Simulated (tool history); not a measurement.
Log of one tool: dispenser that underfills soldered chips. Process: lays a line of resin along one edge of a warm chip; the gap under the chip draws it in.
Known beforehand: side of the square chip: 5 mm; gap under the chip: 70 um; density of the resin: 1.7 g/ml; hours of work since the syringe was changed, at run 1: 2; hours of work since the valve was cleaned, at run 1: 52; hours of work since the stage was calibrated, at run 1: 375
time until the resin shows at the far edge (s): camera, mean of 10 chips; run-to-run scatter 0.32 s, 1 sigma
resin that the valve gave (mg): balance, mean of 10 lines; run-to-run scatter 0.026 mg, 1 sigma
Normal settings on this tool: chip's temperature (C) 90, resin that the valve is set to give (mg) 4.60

run	hour	chip's temperature (C)	resin that the valve is set to give (mg)	hours of work since the syringe was changed	hours of work since the valve was cleaned	hours of work since the stage was calibrated	time until the resin shows at the far edge (s)	resin that the valve gave (mg)
1	0.0	90	4.60	2	52	375	13.6	4.39
# hour 12.6: new syringe of resin
2	13.3	90	4.60	1	62	385	12.4	4.33
3	19.7	90	4.60	6	67	390	16.8	4.32
# hour 28.2: new syringe of resin
4	28.2	90	5.01	0	74	397	10.7	4.73
5	38.0	90	4.71	8	81	405	19.8	4.37
# hour 43.6: new syringe of resin
6	44.4	90	4.71	1	86	409	11.5	4.33
7	52.6	90	4.71	7	92	416	19.9	4.31
# hour 55.6: dispensing valve cleaned and set on the balance
# hour 60.5: new syringe of resin
8	64.5	90	4.71	3	7	424	14.6	4.67
9	71.9	81	5.54	9	13	430	33.4	5.51
# hour 76.7: new syringe of resin
10	85.7	100	5.27	7	23	441	12.0	5.15
# hour 92.6: new syringe of resin
11	97.7	100	5.27	4	32	450	10.0	5.14
12	105.4	101	5.13	10	38	456	15.3	4.97
# hour 108.5: new syringe of resin
13	113.3	101	5.13	4	44	462	9.4	4.94
# hour 123.8: new syringe of resin
14	125.5	90	4.77	1	54	471	13.0	4.51
15	138.3	90	4.77	11	64	481	27.1	4.51
# hour 139.6: new syringe of resin
16	149.7	84	5.66	8	72	490	26.6	5.28

3 ways to go on from here, each from the tool as it stands after run 16. What would each give?
# hour 154.7: new syringe of resin
A	159.7	84	3.91	4	80	497	?	?
# hour 154.7: new syringe of resin
B	159.7	90	4.46	4	80	497	?	?
# hour 154.7: new syringe of resin
C	159.7	103	5.69	4	80	497	?	?

run	time until the resin shows at the far edge (s)	resin that the valve gave (mg)
A	21.3	3.64
B	15.8	4.13
C	8.8	5.33
The same runs, with their run-to-run variation unchanged, on a tool lacking any hidden condition would have given:
run	time until the resin shows at the far edge (s)	resin that the valve gave (mg)
A	14.5	3.93
B	10.9	4.45
C	6.2	5.74
